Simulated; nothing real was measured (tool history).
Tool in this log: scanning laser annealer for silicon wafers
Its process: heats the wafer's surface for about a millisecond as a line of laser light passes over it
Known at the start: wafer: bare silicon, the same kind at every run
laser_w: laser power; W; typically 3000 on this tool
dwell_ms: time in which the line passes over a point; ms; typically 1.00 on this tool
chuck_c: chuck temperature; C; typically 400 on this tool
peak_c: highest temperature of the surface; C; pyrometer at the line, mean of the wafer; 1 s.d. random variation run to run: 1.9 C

{"run": 1, "hour": 0.0, "laser_w": 3000, "dwell_ms": 1.0, "chuck_c": 400, "peak_c": 1098}
{"run": 2, "hour": 9.6, "laser_w": 3000, "dwell_ms": 1.0, "chuck_c": 408, "peak_c": 1108}
{"run": 3, "hour": 24.6, "laser_w": 3000, "dwell_ms": 0.99, "chuck_c": 400, "peak_c": 1093}
{"run": 4, "hour": 37.2, "laser_w": 3000, "dwell_ms": 0.89, "chuck_c": 400, "peak_c": 1054}
{"run": 5, "hour": 45.2, "laser_w": 3000, "dwell_ms": 0.89, "chuck_c": 400, "peak_c": 1053}
{"run": 6, "hour": 52.2, "laser_w": 3000, "dwell_ms": 0.89, "chuck_c": 400, "peak_c": 1051}
{"run": 7, "hour": 66.4, "laser_w": 3000, "dwell_ms": 0.89, "chuck_c": 400, "peak_c": 1051}
{"run": 8, "hour": 81.3, "laser_w": 3000, "dwell_ms": 1.0, "chuck_c": 400, "peak_c": 1101}
{"run": 9, "hour": 90.6, "laser_w": 3000, "dwell_ms": 1.0, "chuck_c": 400, "peak_c": 1099}
{"run": 10, "hour": 100.5, "laser_w": 3000, "dwell_ms": 1.0, "chuck_c": 400, "peak_c": 1097}
{"run": 11, "hour": 113.1, "laser_w": 3000, "dwell_ms": 0.71, "chuck_c": 400, "peak_c": 972}
{"run": 12, "hour": 125.6, "laser_w": 3000, "dwell_ms": 1.0, "chuck_c": 419, "peak_c": 1114}
{"run": 13, "hour": 137.9, "laser_w": 3166, "dwell_ms": 1.0, "chuck_c": 400, "peak_c": 1148}
{"run": 14, "hour": 144.8, "laser_w": 3166, "dwell_ms": 1.0, "chuck_c": 400, "peak_c": 1150}
{"run": 15, "hour": 151.6, "laser_w": 2787, "dwell_ms": 1.0, "chuck_c": 400, "peak_c": 1032}
{"run": 16, "hour": 158.2, "laser_w": 3000, "dwell_ms": 0.97, "chuck_c": 400, "peak_c": 1082}
{"hour": 167.8, "done": "optics aligned, line set to its width"}
{"run": 17, "hour": 179.0, "laser_w": 3000, "dwell_ms": 0.97, "chuck_c": 400, "peak_c": 1092}
{"run": 18, "hour": 192.4, "laser_w": 3001, "dwell_ms": 0.86, "chuck_c": 386, "peak_c": 1030}
{"run": 19, "hour": 203.9, "laser_w": 3001, "dwell_ms": 1.19, "chuck_c": 393, "peak_c": 1169}
{"run": 20, "hour": 214.4, "laser_w": 3101, "dwell_ms": 1.14, "chuck_c": 398, "peak_c": 1186}
{"run": 21, "hour": 223.9, "laser_w": 2719, "dwell_ms": 1.0, "chuck_c": 400, "peak_c": 1016}
{"run": 22, "hour": 235.1, "laser_w": 2719, "dwell_ms": 1.0, "chuck_c": 400, "peak_c": 1017}
{"run": 23, "hour": 244.4, "laser_w": 2719, "dwell_ms": 1.0, "chuck_c": 400, "peak_c": 1016}
{"run": 24, "hour": 256.5, "laser_w": 3132, "dwell_ms": 1.0, "chuck_c": 365, "peak_c": 1104}
{"run": 25, "hour": 263.5, "laser_w": 3132, "dwell_ms": 1.0, "chuck_c": 365, "peak_c": 1104}
{"run": 26, "hour": 273.1, "laser_w": 2999, "dwell_ms": 1.1, "chuck_c": 365, "peak_c": 1108}
{"run": 27, "hour": 288.1, "laser_w": 2999, "dwell_ms": 1.1, "chuck_c": 365, "peak_c": 1109}
{"run": 28, "hour": 303.4, "laser_w": 2999, "dwell_ms": 1.1, "chuck_c": 365, "peak_c": 1102}
{"hour": 307.3, "done": "window over the wafer cleaned"}
{"run": 29, "hour": 313.2, "laser_w": 3000, "dwell_ms": 1.03, "chuck_c": 416, "peak_c": 1172}
{"run": 30, "hour": 326.9, "laser_w": 3054, "dwell_ms": 1.01, "chuck_c": 363, "peak_c": 1127}
{"run": 31, "hour": 335.5, "laser_w": 3054, "dwell_ms": 1.01, "chuck_c": 429, "peak_c": 1193}

What if the next run were any one of these 5? Each begins from the tool's condition after run 31:
{"run": "A", "hour": 343.9, "laser_w": 2849, "dwell_ms": 0.99, "chuck_c": 394, "peak_c": "?"}
{"run": "B", "hour": 343.9, "laser_w": 3005, "dwell_ms": 1.01, "chuck_c": 398, "peak_c": "?"}
{"run": "C", "hour": 343.9, "laser_w": 3054, "dwell_ms": 0.76, "chuck_c": 435, "peak_c": "?"}
{"run": "D", "hour": 343.9, "laser_w": 3054, "dwell_ms": 1.07, "chuck_c": 429, "peak_c": "?"}
{"run": "E", "hour": 343.9, "laser_w": 3175, "dwell_ms": 0.71, "chuck_c": 382, "peak_c": "?"}

run=A peak_c=1082
run=B peak_c=1143
run=C peak_c=1080
run=D peak_c=1216
run=E peak_c=1037
Stripped of hidden state, with their random variation kept, the same runs would have yielded:
run=A peak_c=1084
run=B peak_c=1145
run=C peak_c=1082
run=D peak_c=1218
run=E peak_c=1039
